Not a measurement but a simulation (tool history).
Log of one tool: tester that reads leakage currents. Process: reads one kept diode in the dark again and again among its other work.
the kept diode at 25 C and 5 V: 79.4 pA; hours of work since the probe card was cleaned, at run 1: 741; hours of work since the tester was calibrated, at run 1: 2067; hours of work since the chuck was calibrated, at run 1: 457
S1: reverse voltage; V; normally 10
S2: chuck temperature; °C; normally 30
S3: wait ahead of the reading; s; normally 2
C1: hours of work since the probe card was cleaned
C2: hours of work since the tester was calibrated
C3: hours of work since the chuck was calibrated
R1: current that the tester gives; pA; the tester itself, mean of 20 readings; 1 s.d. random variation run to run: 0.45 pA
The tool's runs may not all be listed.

Run 1, day 0: usual settings; C1 741; C2 2067; C3 457. Result: R1 154.85 pA.
Run 2, day 1.771: usual settings; C1 770; C2 2096; C3 486. Result: R1 155.35 pA.
Run 3, day 4.304: usual settings but S3 1.85 s; C1 813; C2 2139; C3 529. Result: R1 156.79 pA.
Run 4, day 5.933: usual settings; C1 840; C2 2166; C3 556. Result: R1 157.43 pA.
Run 5, day 7.429: usual settings; C1 865; C2 2191; C3 581. Result: R1 156.96 pA.
Run 6, day 9.7: usual settings but S3 1.16 s; C1 903; C2 2229; C3 619. Result: R1 157.68 pA.
Run 7, day 12.683: usual settings but S3 1.16 s; C1 953; C2 2279; C3 669. Result: R1 158.66 pA.
Run 8, day 15.55: usual settings but S1 7 V; C1 1001; C2 2327; C3 717. Result: R1 136.98 pA.
Run 9, day 18.65: usual settings but S1 7 V; C1 1053; C2 2379; C3 769. Result: R1 137.98 pA.
Run 10, day 20.408: usual settings but S1 7 V; C1 1082; C2 2409; C3 798. Result: R1 137.32 pA.
Run 11, day 22.325: usual settings but S1 7 V; C1 1114; C2 2441; C3 830. Result: R1 137.84 pA.
Run 12, day 24.188: usual settings but S1 7 V; C1 1146; C2 2472; C3 862. Result: R1 138.13 pA.
Run 13, day 26.517: usual settings but S1 7 V; C1 1185; C2 2511; C3 901. Result: R1 138.61 pA.
Run 14, day 27.796: usual settings; C1 1206; C2 2532; C3 922. Result: R1 159.36 pA.
Run 15, day 30.004: usual settings; C1 1243; C2 2569; C3 959. Result: R1 159.36 pA.
Run 16, day 32.658: usual settings but S3 1.11 s; C1 1288; C2 2614; C3 1003. Result: R1 162.1 pA.
Run 17, day 35.662: usual settings but S2 43 °C; C1 1338; C2 2664; C3 1054. Result: R1 384.49 pA.
At day 36.546: probe card cleaned and baked.
Run 18, day 37.388: usual settings but S2 43 °C; C1 14; C2 2691; C3 1080. Result: R1 374.29 pA.
Run 19, day 40.188: usual settings but S2 47 °C; C1 61; C2 2738; C3 1127. Result: R1 494.64 pA.
Run 20, day 42.792: usual settings; C1 105; C2 2781; C3 1171. Result: R1 151.21 pA.
At day 45.104: tester calibrated.
Run 21, day 46.025: usual settings but S3 2.29 s; C1 157; C2 15; C3 1224. Result: R1 156.73 pA.
Run 22, day 48.046: usual settings but S2 54 °C, S3 4.99 s; C1 191; C2 49; C3 1258. Result: R1 796.57 pA.
Run 23, day 50.388: usual settings but S1 3.6 V, S2 54 °C, S3 4.99 s; C1 230; C2 88; C3 1297. Result: R1 551.86 pA.
Run 24, day 53.275: usual settings but S1 3.6 V, S2 54 °C, S3 4.99 s; C1 279; C2 137; C3 1345. Result: R1 554.61 pA.
Run 25, day 56.421: usual settings but S1 6.1 V, S2 57 °C, S3 2.35 s; C1 331; C2 189; C3 1398. Result: R1 810.2 pA.
Run 26, day 58.604: usual settings but S1 6.1 V, S2 57 °C, S3 2.35 s; C1 368; C2 226; C3 1434. Result: R1 810.58 pA.
Run 27, day 60.496: usual settings but S1 1.4 V, S2 50 °C, S3 1.42 s; C1 400; C2 258; C3 1466. Result: R1 304.08 pA.
At day 60.704: chuck's temperature calibrated.
Run 28, day 62.883: usual settings but S1 3.3 V, S2 50 °C, S3 0.8 s; C1 438; C2 296; C3 36. Result: R1 419.59 pA.
Run 29, day 65.833: usual settings but S1 8.8 V, S2 44 °C, S3 0.37 s; C1 488; C2 346; C3 86. Result: R1 407.64 pA.
Run 30, day 68.988: usual settings but S2 23 °C; C1 540; C2 399; C3 139. Result: R1 97.97 pA.
Run 31, day 70.975: usual settings but S1 2.2 V, S2 37 °C; C1 574; C2 432; C3 172. Result: R1 150.36 pA.
Run 32, day 73.167: usual settings but S1 2.3 V, S2 43 °C, S3 6.93 s; C1 610; C2 468; C3 209. Result: R1 232.75 pA.
At day 74.679: chuck's temperature calibrated, once more.
Run 33, day 74.717: usual settings but S1 2.3 V, S2 43 °C, S3 6.93 s; C1 635; C2 493; C3 1. Result: R1 220.97 pA.
Run 34, day 77.408: usual settings but S1 3.8 V, S2 35 °C, S3 1.56 s; C1 680; C2 538; C3 46. Result: R1 152.84 pA.
Run 35, day 80.412: usual settings but S1 3.8 V, S2 35 °C, S3 1.56 s; C1 730; C2 588; C3 96. Result: R1 154.04 pA.
Run 36, day 82.012: usual settings but S1 11.7 V, S2 55 °C, S3 2.94 s; C1 757; C2 615; C3 123. Result: R1 873.04 pA.
Run 37, day 84.642: usual settings but S1 11.7 V, S2 55 °C, S3 2.94 s; C1 801; C2 659; C3 167. Result: R1 878.3 pA.
Run 38, day 86.112: usual settings but S1 7.9 V, S2 41 °C; C1 826; C2 684; C3 191. Result: R1 305.88 pA.
Run 39, day 88.912: usual settings but S1 3.8 V, S2 60 °C; C1 873; C2 731; C3 238. Result: R1 795.58 pA.
Run 40, day 91.021: usual settings but S1 3.8 V, S2 23 °C; C1 908; C2 766; C3 274. Result: R1 64.85 pA.

Difference, measured minus no-hidden-state, one row per run. Run-to-run variation is common to both terms; the gauge's own scatter need not be:
Hidden state at play: stray current of the dirty probe card, pA a volt; current scale over the true one, %; true chuck temperature over the reading, C; drift of the gauge itself on leakage_pa, %.
run      R1
  1   +5.05
  2   +5.34
  3    +5.8
  4   +6.12
  5   +6.35
  6   +6.71
  7   +7.26
  8   +5.35
  9   +5.77
 10   +5.97
 11   +6.23
 12   +6.48
 13   +6.81
 14   +9.92
 15  +10.25
 16   +10.8
 17  +10.77
 18   +0.03
 19   +0.38
 20    +1.4
 21   +6.68
 22  +25.59
 23  +17.59
 24  +18.12
 25  +27.03
 26  +27.55
 27  +10.67
 28  +18.41
 29  +20.97
 30   +9.26
 31   +8.01
 32  +11.68
 33   +0.29
 34   +1.64
 35    +1.9
 36   +4.91
 37   +5.89
 38   +5.03
 39   +1.65
 40   +2.93
